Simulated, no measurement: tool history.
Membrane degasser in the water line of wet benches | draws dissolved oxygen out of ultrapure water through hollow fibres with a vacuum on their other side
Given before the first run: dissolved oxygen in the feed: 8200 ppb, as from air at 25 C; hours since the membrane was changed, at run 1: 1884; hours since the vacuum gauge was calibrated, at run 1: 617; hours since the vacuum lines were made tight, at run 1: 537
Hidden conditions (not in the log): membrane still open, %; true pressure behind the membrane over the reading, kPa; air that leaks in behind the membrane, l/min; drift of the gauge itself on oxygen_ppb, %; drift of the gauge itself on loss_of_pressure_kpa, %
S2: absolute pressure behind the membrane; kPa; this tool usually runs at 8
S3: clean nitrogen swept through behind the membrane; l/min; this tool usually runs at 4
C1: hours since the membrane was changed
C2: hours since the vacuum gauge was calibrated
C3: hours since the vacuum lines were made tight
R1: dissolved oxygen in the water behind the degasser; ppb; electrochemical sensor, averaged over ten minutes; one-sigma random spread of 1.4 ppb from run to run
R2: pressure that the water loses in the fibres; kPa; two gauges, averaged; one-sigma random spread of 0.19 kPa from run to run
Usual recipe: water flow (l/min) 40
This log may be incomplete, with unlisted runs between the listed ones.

Run 1, day 0: usual settings; C1 1884; C2 617; C3 537. Result: R1 137.4 ppb, R2 40.95 kPa.
Run 2, day 1.071: usual settings but S3 5.2 l/min; C1 1910; C2 643; C3 563. Result: R1 111.1 ppb, R2 41.31 kPa.
Run 3, day 2.596: usual settings but water flow (l/min) 41; C1 1946; C2 680; C3 599. Result: R1 141.1 ppb, R2 42.23 kPa.
Run 4, day 3.683: usual settings but water flow (l/min) 41; C1 1972; C2 706; C3 625. Result: R1 139.8 ppb, R2 41.98 kPa.
Run 5, day 4.938: usual settings but water flow (l/min) 41; C1 2002; C2 736; C3 655. Result: R1 141 ppb, R2 42.42 kPa.
Run 6, day 7.021: usual settings but S2 14.79 kPa; C1 2052; C2 786; C3 706. Result: R1 293.5 ppb, R2 41.15 kPa.
Run 7, day 8.838: usual settings but S2 18.12 kPa; C1 2096; C2 829; C3 749. Result: R1 350.9 ppb, R2 41.61 kPa.
Run 8, day 10.362: usual settings but S2 18.12 kPa; C1 2133; C2 866; C3 786. Result: R1 365.7 ppb, R2 41.16 kPa.
Run 9, day 11.662: usual settings but S2 18.12 kPa; C1 2164; C2 897; C3 817. Result: R1 362.4 ppb, R2 41.52 kPa.
Run 10, day 13.321: usual settings but S2 18.12 kPa; C1 2204; C2 937; C3 857. Result: R1 364.9 ppb, R2 41.02 kPa.
Run 11, day 15.629: usual settings but S2 18.12 kPa; C1 2259; C2 992; C3 912. Result: R1 361.3 ppb, R2 41.36 kPa.
Run 12, day 16.683: usual settings but S2 18.12 kPa; C1 2284; C2 1018; C3 937. Result: R1 367.7 ppb, R2 41.45 kPa.
Run 13, day 18.617: usual settings but S2 18.12 kPa; C1 2331; C2 1064; C3 984. Result: R1 366.4 ppb, R2 41.24 kPa.
Run 14, day 20.792: usual settings but S2 18.12 kPa; C1 2383; C2 1116; C3 1036. Result: R1 361 ppb, R2 41.36 kPa.
Run 15, day 22.867: usual settings but S2 18.12 kPa; C1 2433; C2 1166; C3 1086. Result: R1 357.6 ppb, R2 41.87 kPa.
Run 16, day 24.629: usual settings but S3 1.8 l/min; C1 2475; C2 1208; C3 1128. Result: R1 255.5 ppb, R2 41.66 kPa.
Run 17, day 26.479: usual settings but water flow (l/min) 39, S3 2.93 l/min; C1 2519; C2 1253; C3 1173. Result: R1 170.4 ppb, R2 40.39 kPa.
Run 18, day 27.875: usual settings but water flow (l/min) 39, S3 2.93 l/min; C1 2553; C2 1286; C3 1206. Result: R1 168.9 ppb, R2 40.24 kPa.
Run 19, day 29.858: usual settings but water flow (l/min) 39, S3 2.93 l/min; C1 2600; C2 1334; C3 1254. Result: R1 168.3 ppb, R2 40.27 kPa.
Run 20, day 31.104: usual settings but water flow (l/min) 39, S3 4.1 l/min; C1 2630; C2 1364; C3 1284. Result: R1 130.1 ppb, R2 40.28 kPa.
Run 21, day 33.558: usual settings but S3 11.18 l/min; C1 2689; C2 1423; C3 1342. Result: R1 66.5 ppb, R2 41.18 kPa.
Run 22, day 36.004: usual settings but S2 12.85 kPa, S3 6.01 l/min; C1 2748; C2 1481; C3 1401. Result: R1 173.2 ppb, R2 41.4 kPa.
Run 23, day 37.475: usual settings but water flow (l/min) 44, S2 7.58 kPa, S3 11.64 l/min; C1 2783; C2 1517; C3 1436. Result: R1 76.7 ppb, R2 45.5 kPa.
Run 24, day 39.642: usual settings but water flow (l/min) 44, S2 7.58 kPa, S3 11.64 l/min; C1 2835; C2 1569; C3 1488. Result: R1 75.1 ppb, R2 45.56 kPa.
Run 25, day 40.921: usual settings but water flow (l/min) 46; C1 2866; C2 1599; C3 1519. Result: R1 170.3 ppb, R2 47.79 kPa.
Run 26, day 43.246: usual settings but water flow (l/min) 34, S2 4.84 kPa, S3 2.94 l/min; C1 2922; C2 1655; C3 1575. Result: R1 59.1 ppb, R2 35.21 kPa.
Run 27, day 44.571: usual settings but water flow (l/min) 34, S2 4.84 kPa, S3 2.94 l/min; C1 2954; C2 1687; C3 1607. Result: R1 59.3 ppb, R2 35.14 kPa.
Run 28, day 46.304: usual settings but water flow (l/min) 43, S2 4.84 kPa, S3 2.8 l/min; C1 2995; C2 1729; C3 1648. Result: R1 96.5 ppb, R2 44.55 kPa.

Run 29, settings as shown, results not yet in. Your forecast:
Run 29, day 48.667: usual settings but water flow (l/min) 43, S2 4.84 kPa, S3 2.8 l/min; C1 3052; C2 1785; C3 1705. Result: R1 ?, R2 ?.

R1: 94.7 ppb
R2: 44.78 kPa
Take away the tool's hidden state, keep the run-to-run variation as it was, and the same run would have given R1 86.6 ppb, R2 43.92 kPa.
